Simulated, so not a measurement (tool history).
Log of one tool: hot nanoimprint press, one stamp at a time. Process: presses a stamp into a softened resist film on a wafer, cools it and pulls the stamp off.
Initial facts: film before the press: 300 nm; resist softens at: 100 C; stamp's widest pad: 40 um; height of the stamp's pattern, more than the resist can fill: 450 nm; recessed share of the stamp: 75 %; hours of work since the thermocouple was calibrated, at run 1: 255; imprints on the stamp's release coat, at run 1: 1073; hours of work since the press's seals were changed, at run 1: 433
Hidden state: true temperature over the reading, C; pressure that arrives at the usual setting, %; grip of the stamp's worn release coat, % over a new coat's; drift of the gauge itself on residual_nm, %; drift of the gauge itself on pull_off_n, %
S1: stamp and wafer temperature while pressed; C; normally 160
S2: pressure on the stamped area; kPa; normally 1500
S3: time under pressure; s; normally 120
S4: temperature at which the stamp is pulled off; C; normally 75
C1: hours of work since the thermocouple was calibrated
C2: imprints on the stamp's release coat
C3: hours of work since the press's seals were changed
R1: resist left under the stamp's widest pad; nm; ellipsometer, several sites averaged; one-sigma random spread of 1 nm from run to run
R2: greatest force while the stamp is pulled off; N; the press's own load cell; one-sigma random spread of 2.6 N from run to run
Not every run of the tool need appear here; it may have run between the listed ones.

| run | hour | S1 | S2 | S3 | S4 | C1 | C2 | C3 | R1 | R2 |
|---|---|---|---|---|---|---|---|---|---|---|
| 1 | 0 | 160 | 1500 | 120 | 75 | 255 | 1073 | 433 | 153.6 | 171 |
|  | 11.6 | stamp cleaned and given a new release coat |
| 2 | 65.8 | 160 | 1500 | 120 | 75 | 279 | 163 | 458 | 154.8 | 128 |
| 3 | 106.7 | 160 | 1500 | 120 | 75 | 296 | 286 | 474 | 153.3 | 142 |
| 4 | 137 | 160 | 1500 | 120 | 75 | 308 | 378 | 487 | 153.8 | 138 |
| 5 | 193.5 | 163 | 1500 | 120 | 75 | 331 | 547 | 510 | 130.8 | 145 |
| 6 | 226.9 | 160 | 1500 | 120 | 72 | 345 | 648 | 523 | 155.1 | 163 |
| 7 | 256.3 | 171 | 1500 | 120 | 75 | 357 | 736 | 535 | 83.1 | 160 |
| 8 | 324.4 | 160 | 1500 | 74 | 75 | 384 | 941 | 563 | 185.7 | 165 |
|  | 376.2 | stamp cleaned and given a new release coat |
| 9 | 381.1 | 160 | 1500 | 74 | 75 | 405 | 15 | 584 | 185.6 | 126 |
| 10 | 442.9 | 160 | 1500 | 67 | 75 | 430 | 201 | 609 | 191.4 | 132 |
| 11 | 474.1 | 160 | 1500 | 67 | 75 | 443 | 294 | 622 | 191.3 | 138 |
| 12 | 534.7 | 160 | 1500 | 87 | 75 | 468 | 477 | 647 | 178 | 145 |
| 13 | 585.1 | 168 | 1500 | 120 | 75 | 488 | 628 | 667 | 102.1 | 148 |
|  | 638.3 | plate thermocouple calibrated |
| 14 | 643.6 | 160 | 1140 | 120 | 75 | 2 | 795 | 690 | 161.1 | 146 |
| 15 | 672.3 | 160 | 910 | 120 | 75 | 14 | 882 | 701 | 172.7 | 156 |
| 16 | 706.3 | 149 | 910 | 120 | 64 | 28 | 984 | 715 | 256.3 | 207 |
|  | 747.3 | stamp cleaned and given a new release coat |
| 17 | 783.5 | 171 | 1650 | 120 | 64 | 57 | 109 | 744 | 75.5 | 163 |
| 18 | 814.9 | 160 | 1500 | 123 | 72 | 70 | 204 | 757 | 145.7 | 131 |
| 19 | 872 | 160 | 1500 | 120 | 80 | 93 | 375 | 780 | 148.3 | 119 |
| 20 | 939.3 | 166 | 1370 | 95 | 76 | 120 | 578 | 808 | 122 | 144 |
| 21 | 973.9 | 166 | 1370 | 95 | 76 | 134 | 682 | 822 | 121.4 | 148 |
| 22 | 1005.6 | 160 | 1500 | 120 | 70 | 147 | 777 | 835 | 150.3 | 168 |
| 23 | 1076.4 | 160 | 1500 | 120 | 70 | 176 | 990 | 864 | 149.3 | 181 |
|  | 1115.6 | stamp cleaned and given a new release coat |
| 24 | 1144.7 | 166 | 1500 | 120 | 69 | 202 | 88 | 889 | 107.8 | 143 |
| 25 | 1181.3 | 160 | 1640 | 183 | 75 | 216 | 198 | 904 | 124.4 | 131 |
| 26 | 1225 | 160 | 1500 | 231 | 61 | 234 | 329 | 922 | 118 | 178 |
| 27 | 1286.7 | 167 | 2300 | 120 | 75 | 259 | 515 | 947 | 85.5 | 143 |
| 28 | 1356.6 | 153 | 2350 | 66 | 75 | 288 | 725 | 975 | 223.1 | 151 |
| 29 | 1427.6 | 155 | 2350 | 119 | 65 | 317 | 939 | 1004 | 173.2 | 201 |

Here are 3 independent what-if runs from the current tool condition. What would each one return?
|  | 1483.9 | stamp cleaned and given a new release coat |
| A | 1496.4 | 160 | 1500 | 120 | 70 | 342 | 38 | 1030 | ? | ? |
|  | 1483.9 | stamp cleaned and given a new release coat |
| B | 1496.4 | 166 | 2350 | 93 | 76 | 342 | 38 | 1030 | ? | ? |
|  | 1483.9 | stamp cleaned and given a new release coat |
| C | 1496.4 | 155 | 2350 | 119 | 65 | 342 | 38 | 1030 | ? | ? |

| run | R1 | R2 |
|---|---|---|
| A | 156.4 | 144 |
| B | 104.3 | 123 |
| C | 177.3 | 154 |
With no hidden state in the tool, these same runs would have given:
| run | R1 | R2 |
|---|---|---|
| A | 145 | 139 |
| B | 94.5 | 118 |
| C | 162.9 | 149 |

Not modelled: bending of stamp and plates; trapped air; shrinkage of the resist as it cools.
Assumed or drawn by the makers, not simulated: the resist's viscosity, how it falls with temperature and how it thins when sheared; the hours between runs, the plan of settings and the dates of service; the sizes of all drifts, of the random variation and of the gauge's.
